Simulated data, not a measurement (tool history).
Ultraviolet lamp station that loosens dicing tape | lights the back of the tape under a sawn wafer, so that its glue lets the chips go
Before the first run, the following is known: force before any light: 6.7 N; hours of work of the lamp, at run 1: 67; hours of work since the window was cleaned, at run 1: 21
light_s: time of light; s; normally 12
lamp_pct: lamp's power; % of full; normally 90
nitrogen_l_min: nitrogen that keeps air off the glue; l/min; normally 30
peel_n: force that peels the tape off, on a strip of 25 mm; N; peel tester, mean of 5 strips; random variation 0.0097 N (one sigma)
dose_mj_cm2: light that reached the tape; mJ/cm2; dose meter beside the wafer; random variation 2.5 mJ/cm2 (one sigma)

| run | hour | light_s | lamp_pct | nitrogen_l_min | hours of work of the lamp | hours of work since the window was cleaned | peel_n | dose_mj_cm2 |
|---|---|---|---|---|---|---|---|---|
| 1 | 0.0 | 12 | 90 | 30 | 67 | 21 | 0.441 | 292 |
| 2 | 40.1 | 12 | 90 | 30 | 91 | 45 | 0.429 | 288 |
| 3 | 79.0 | 12 | 90 | 15 | 114 | 69 | 0.624 | 283 |
| 4 | 105.5 | 12 | 90 | 15 | 130 | 85 | 0.646 | 285 |
| 5 | 129.4 | 12 | 90 | 21 | 145 | 99 | 0.530 | 286 |
| 6 | 146.7 | 12 | 90 | 21 | 155 | 110 | 0.540 | 281 |
| 7 | 185.7 | 12 | 90 | 21 | 179 | 133 | 0.557 | 277 |
| 8 | 225.7 | 12 | 61 | 30 | 203 | 157 | 0.932 | 185 |
| 9 | 256.8 | 12 | 63 | 30 | 222 | 176 | 0.896 | 193 |
| 10 | 288.1 | 12 | 63 | 30 | 241 | 195 | 0.951 | 192 |
| 11 | 308.0 | 12 | 92 | 39 | 253 | 207 | 0.414 | 276 |
| 12 | 343.6 | 12 | 90 | 21 | 274 | 228 | 0.594 | 273 |
| 13 | 385.1 | 12 | 83 | 9 | 299 | 253 | 1.064 | 247 |
| 14 | 427.1 | 12 | 83 | 9 | 324 | 279 | 1.033 | 243 |
|  | 455.1 | window cleaned of glue's vapour |
| 15 | 467.6 | 12 | 69 | 16 | 348 | 8 | 1.054 | 209 |
| 16 | 491.7 | 12 | 97 | 10 | 363 | 22 | 0.724 | 293 |
| 17 | 514.5 | 12 | 97 | 10 | 377 | 36 | 0.722 | 292 |
| 18 | 555.3 | 8 | 95 | 10 | 401 | 60 | 1.489 | 192 |
| 19 | 576.9 | 13 | 65 | 24 | 414 | 73 | 0.859 | 208 |

Alternative continuations, all from the tool just after run 19; predict every row:
| A | 600.4 | 12 | 95 | 17 | 429 | 88 | ? | ? |
| B | 600.4 | 13 | 78 | 13 | 429 | 88 | ? | ? |
| C | 600.4 | 7 | 80 | 53 | 429 | 88 | ? | ? |

| run | peel_n | dose_mj_cm2 |
|---|---|---|
| A | 0.593 | 278 |
| B | 0.859 | 251 |
| C | 1.305 | 141 |
The same runs, with their run-to-run variation unchanged, on a tool lacking any hidden condition would have given:
| run | peel_n | dose_mj_cm2 |
|---|---|---|
| A | 0.472 | 315 |
| B | 0.689 | 285 |
| C | 1.077 | 159 |
